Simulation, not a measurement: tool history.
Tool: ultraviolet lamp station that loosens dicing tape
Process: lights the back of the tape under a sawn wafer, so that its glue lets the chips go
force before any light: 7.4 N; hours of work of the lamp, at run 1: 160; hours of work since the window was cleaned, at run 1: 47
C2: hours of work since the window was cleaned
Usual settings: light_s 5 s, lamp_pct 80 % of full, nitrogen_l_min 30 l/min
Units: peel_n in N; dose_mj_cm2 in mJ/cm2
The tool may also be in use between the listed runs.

run 1 hour=0 | light_s=5 lamp_pct=80 nitrogen_l_min=30 | hours_of_work_of_the_lamp=160 C2=47 | peel_n=0.403 dose_mj_cm2=284
run 2 hour=7.2 | light_s=5 lamp_pct=80 nitrogen_l_min=30 | hours_of_work_of_the_lamp=164 C2=50 | peel_n=0.42 dose_mj_cm2=286
run 3 hour=12 | light_s=5 lamp_pct=80 nitrogen_l_min=30 | hours_of_work_of_the_lamp=166 C2=53 | peel_n=0.417 dose_mj_cm2=280
run 4 hour=20.7 | light_s=5 lamp_pct=80 nitrogen_l_min=30 | hours_of_work_of_the_lamp=170 C2=57 | peel_n=0.425 dose_mj_cm2=283
run 5 hour=28.3 | light_s=5 lamp_pct=80 nitrogen_l_min=30 | hours_of_work_of_the_lamp=174 C2=61 | peel_n=0.42 dose_mj_cm2=281
run 6 hour=33.6 | light_s=6 lamp_pct=80 nitrogen_l_min=30 | hours_of_work_of_the_lamp=177 C2=63 | peel_n=0.295 dose_mj_cm2=341
run 7 hour=41.6 | light_s=5 lamp_pct=80 nitrogen_l_min=30 | hours_of_work_of_the_lamp=180 C2=67 | peel_n=0.451 dose_mj_cm2=282
run 8 hour=51.5 | light_s=5 lamp_pct=80 nitrogen_l_min=30 | hours_of_work_of_the_lamp=185 C2=72 | peel_n=0.439 dose_mj_cm2=281
run 9 hour=56.8 | light_s=5 lamp_pct=80 nitrogen_l_min=43 | hours_of_work_of_the_lamp=188 C2=75 | peel_n=0.355 dose_mj_cm2=279
run 10 hour=65.2 | light_s=5 lamp_pct=80 nitrogen_l_min=43 | hours_of_work_of_the_lamp=192 C2=79 | peel_n=0.361 dose_mj_cm2=283
run 11 hour=73 | light_s=5 lamp_pct=80 nitrogen_l_min=43 | hours_of_work_of_the_lamp=196 C2=83 | peel_n=0.36 dose_mj_cm2=282
run 12 hour=80.2 | light_s=5 lamp_pct=80 nitrogen_l_min=43 | hours_of_work_of_the_lamp=199 C2=86 | peel_n=0.363 dose_mj_cm2=280
run 13 hour=85.4 | light_s=5 lamp_pct=80 nitrogen_l_min=43 | hours_of_work_of_the_lamp=202 C2=89 | peel_n=0.332 dose_mj_cm2=282
run 14 hour=91.1 | light_s=5 lamp_pct=80 nitrogen_l_min=30 | hours_of_work_of_the_lamp=205 C2=91 | peel_n=0.435 dose_mj_cm2=280
run 15 hour=96.2 | light_s=5 lamp_pct=80 nitrogen_l_min=30 | hours_of_work_of_the_lamp=207 C2=94 | peel_n=0.436 dose_mj_cm2=275
run 16 hour=101.6 | light_s=5 lamp_pct=80 nitrogen_l_min=30 | hours_of_work_of_the_lamp=210 C2=97 | peel_n=0.439 dose_mj_cm2=280
run 17 hour=111.3 | light_s=5 lamp_pct=80 nitrogen_l_min=30 | hours_of_work_of_the_lamp=215 C2=101 | peel_n=0.437 dose_mj_cm2=286
run 18 hour=119.4 | light_s=5 lamp_pct=80 nitrogen_l_min=21 | hours_of_work_of_the_lamp=219 C2=105 | peel_n=0.581 dose_mj_cm2=275
run 19 hour=124.8 | light_s=5 lamp_pct=99 nitrogen_l_min=30 | hours_of_work_of_the_lamp=221 C2=108 | peel_n=0.278 dose_mj_cm2=348
run 20 hour=132.9 | light_s=6 lamp_pct=72 nitrogen_l_min=30 | hours_of_work_of_the_lamp=225 C2=112 | peel_n=0.379 dose_mj_cm2=301
run 21 hour=141.6 | light_s=5 lamp_pct=86 nitrogen_l_min=13 | hours_of_work_of_the_lamp=229 C2=116 | peel_n=0.701 dose_mj_cm2=299
run 22 hour=146.8 | light_s=5 lamp_pct=86 nitrogen_l_min=13 | hours_of_work_of_the_lamp=232 C2=119 | peel_n=0.689 dose_mj_cm2=295
run 23 hour=153 | light_s=5 lamp_pct=69 nitrogen_l_min=15 | hours_of_work_of_the_lamp=235 C2=122 | peel_n=0.94 dose_mj_cm2=237
run 24 hour=160.5 | light_s=10 lamp_pct=69 nitrogen_l_min=19 | hours_of_work_of_the_lamp=239 C2=125 | peel_n=0.206 dose_mj_cm2=477
run 25 hour=170.6 | light_s=7 lamp_pct=80 nitrogen_l_min=26 | hours_of_work_of_the_lamp=244 C2=130 | peel_n=0.248 dose_mj_cm2=382
run 26 hour=179.5 | light_s=3 lamp_pct=93 nitrogen_l_min=28 | hours_of_work_of_the_lamp=248 C2=135 | peel_n=0.975 dose_mj_cm2=193
run 27 hour=184.4 | light_s=3 lamp_pct=93 nitrogen_l_min=28 | hours_of_work_of_the_lamp=250 C2=137 | peel_n=0.986 dose_mj_cm2=193
run 28 hour=190.3 | light_s=3 lamp_pct=67 nitrogen_l_min=24 | hours_of_work_of_the_lamp=253 C2=140 | peel_n=1.788 dose_mj_cm2=140
run 29 hour=195.4 | light_s=4 lamp_pct=77 nitrogen_l_min=18 | hours_of_work_of_the_lamp=256 C2=142 | peel_n=1.092 dose_mj_cm2=211
run 30 hour=199.8 | light_s=5 lamp_pct=80 nitrogen_l_min=30 | hours_of_work_of_the_lamp=258 C2=145 | peel_n=0.451 dose_mj_cm2=274
run 31 hour=205.8 | light_s=5 lamp_pct=80 nitrogen_l_min=30 | hours_of_work_of_the_lamp=261 C2=148 | peel_n=0.457 dose_mj_cm2=279
run 32 hour=212.3 | light_s=5 lamp_pct=80 nitrogen_l_min=12 | hours_of_work_of_the_lamp=264 C2=151 | peel_n=0.855 dose_mj_cm2=280

Forecast each of these 3 alternatives for the next run:
run A hour=219.5 | light_s=5 lamp_pct=80 nitrogen_l_min=30 | hours_of_work_of_the_lamp=268 C2=154 | peel_n=? dose_mj_cm2=?
run B hour=219.5 | light_s=5 lamp_pct=80 nitrogen_l_min=30 | hours_of_work_of_the_lamp=268 C2=154 | peel_n=? dose_mj_cm2=?
run C hour=219.5 | light_s=2 lamp_pct=97 nitrogen_l_min=14 | hours_of_work_of_the_lamp=268 C2=154 | peel_n=? dose_mj_cm2=?

run=A peel_n=0.456 dose_mj_cm2=276
run=B peel_n=0.474 dose_mj_cm2=276
run=C peel_n=2.397 dose_mj_cm2=134
Without the tool's hidden state the same runs would have given:
run=A peel_n=0.359 dose_mj_cm2=307
run=B peel_n=0.373 dose_mj_cm2=307
run=C peel_n=2.115 dose_mj_cm2=149
